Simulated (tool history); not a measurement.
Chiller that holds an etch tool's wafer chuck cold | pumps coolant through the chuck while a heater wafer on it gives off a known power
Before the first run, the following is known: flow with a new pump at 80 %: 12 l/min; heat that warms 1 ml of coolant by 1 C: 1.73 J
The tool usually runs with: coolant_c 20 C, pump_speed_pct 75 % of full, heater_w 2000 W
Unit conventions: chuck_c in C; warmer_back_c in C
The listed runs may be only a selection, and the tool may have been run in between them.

Run 1, hour 0.0: usual settings. Result: chuck_c 40.5 C, warmer_back_c 6.19 C.
Run 2, hour 14.2: usual settings. Result: chuck_c 40.5 C, warmer_back_c 6.15 C.
Run 3, hour 42.4: usual settings. Result: chuck_c 40.3 C, warmer_back_c 6.16 C.
Run 4, hour 74.6: usual settings but pump_speed_pct 78 % of full. Result: chuck_c 39.7 C, warmer_back_c 5.92 C.
Run 5, hour 93.6: usual settings but pump_speed_pct 78 % of full. Result: chuck_c 39.9 C, warmer_back_c 5.93 C.
Run 6, hour 107.8: usual settings but coolant_c 10 C. Result: chuck_c 30.2 C, warmer_back_c 6.14 C.
Run 7, hour 138.4: usual settings but coolant_c 10 C. Result: chuck_c 30.4 C, warmer_back_c 6.14 C.
Run 8, hour 161.2: usual settings but coolant_c 13 C. Result: chuck_c 33.5 C, warmer_back_c 6.10 C.
Run 9, hour 192.9: usual settings but coolant_c 13 C. Result: chuck_c 33.6 C, warmer_back_c 6.16 C.
Run 10, hour 217.9: usual settings but coolant_c 13 C. Result: chuck_c 33.3 C, warmer_back_c 6.09 C.
Run 11, hour 248.1: usual settings. Result: chuck_c 40.6 C, warmer_back_c 6.00 C.
Run 12, hour 267.8: usual settings but heater_w 1264 W. Result: chuck_c 32.8 C, warmer_back_c 3.80 C.
Run 13, hour 284.5: usual settings but heater_w 1264 W. Result: chuck_c 32.8 C, warmer_back_c 3.74 C.
Run 14, hour 309.8: usual settings. Result: chuck_c 40.3 C, warmer_back_c 6.11 C.
Run 15, hour 334.7: usual settings. Result: chuck_c 40.3 C, warmer_back_c 5.99 C.
Run 16, hour 355.2: usual settings but pump_speed_pct 86 % of full. Result: chuck_c 38.0 C, warmer_back_c 5.22 C.
Run 17, hour 378.2: usual settings but pump_speed_pct 86 % of full. Result: chuck_c 38.0 C, warmer_back_c 5.20 C.
Run 18, hour 399.0: usual settings but pump_speed_pct 86 % of full. Result: chuck_c 38.3 C, warmer_back_c 5.22 C.
Run 19, hour 429.6: usual settings but pump_speed_pct 86 % of full. Result: chuck_c 38.2 C, warmer_back_c 5.14 C.
Run 20, hour 456.0: usual settings but coolant_c 19 C, pump_speed_pct 72 % of full, heater_w 1116 W. Result: chuck_c 30.8 C, warmer_back_c 3.39 C.
Run 21, hour 473.2: usual settings but coolant_c 19 C, pump_speed_pct 60 % of full, heater_w 1005 W. Result: chuck_c 31.3 C, warmer_back_c 3.58 C.
Run 22, hour 487.1: usual settings but coolant_c 19 C, pump_speed_pct 60 % of full, heater_w 1005 W. Result: chuck_c 31.3 C, warmer_back_c 3.64 C.
Run 23, hour 506.3: usual settings but coolant_c 12 C, pump_speed_pct 65 % of full, heater_w 2227 W. Result: chuck_c 37.7 C, warmer_back_c 7.70 C.
Run 24, hour 530.2: usual settings but coolant_c 22 C, pump_speed_pct 68 % of full. Result: chuck_c 44.1 C, warmer_back_c 6.58 C.
Run 25, hour 556.9: usual settings but coolant_c 24 C, pump_speed_pct 61 % of full, heater_w 2734 W. Result: chuck_c 57.4 C, warmer_back_c 10.02 C.
Run 26, hour 583.1: usual settings but coolant_c 28 C, pump_speed_pct 86 % of full, heater_w 1532 W. Result: chuck_c 41.8 C, warmer_back_c 3.86 C.
Run 27, hour 598.9: usual settings but coolant_c 16 C, heater_w 1503 W. Result: chuck_c 31.4 C, warmer_back_c 4.36 C.
Run 28, hour 616.7: usual settings but coolant_c 16 C, pump_speed_pct 65 % of full, heater_w 2251 W. Result: chuck_c 42.0 C, warmer_back_c 7.69 C.
Run 29, hour 639.6: usual settings but coolant_c 13 C, pump_speed_pct 69 % of full, heater_w 2248 W. Result: chuck_c 37.8 C, warmer_back_c 7.22 C.
Run 30, hour 654.1: usual settings but coolant_c 13 C, pump_speed_pct 69 % of full, heater_w 2248 W. Result: chuck_c 37.8 C, warmer_back_c 7.19 C.
Run 31, hour 676.8: usual settings but coolant_c 13 C, pump_speed_pct 79 % of full, heater_w 2248 W. Result: chuck_c 35.0 C, warmer_back_c 6.24 C.
Run 32, hour 700.3: usual settings but coolant_c 23 C, pump_speed_pct 79 % of full, heater_w 2248 W. Result: chuck_c 44.8 C, warmer_back_c 6.19 C.

Had the tool no unlogged condition, and each run kept its random variation, what would the results have been?
The hidden state here: heat passed by the chuck's channels, % of clean ones'; flow at a given pump speed, % of a new pump's; coolant's true temperature over the reading, C; drift of the gauge itself on chuck_c, C; drift of the gauge itself on warmer_back_c, C.
run  warmer_back_c
  1           6.19
  2           6.16
  3           6.18
  4           5.96
  5           5.98
  6           6.19
  7           6.21
  8           6.18
  9           6.26
 10           6.20
 11           6.13
 12           3.93
 13           3.89
 14           6.26
 15           6.16
 16           5.40
 17           5.39
 18           5.42
 19           5.35
 20           3.62
 21           3.82
 22           3.89
 23           7.96
 24           6.85
 25          10.30
 26           4.16
 27           4.67
 28           8.00
 29           7.54
 30           7.52
 31           6.58
 32           6.55
chuck_c: differs from the measured result by no more than 0.1 C in any run.
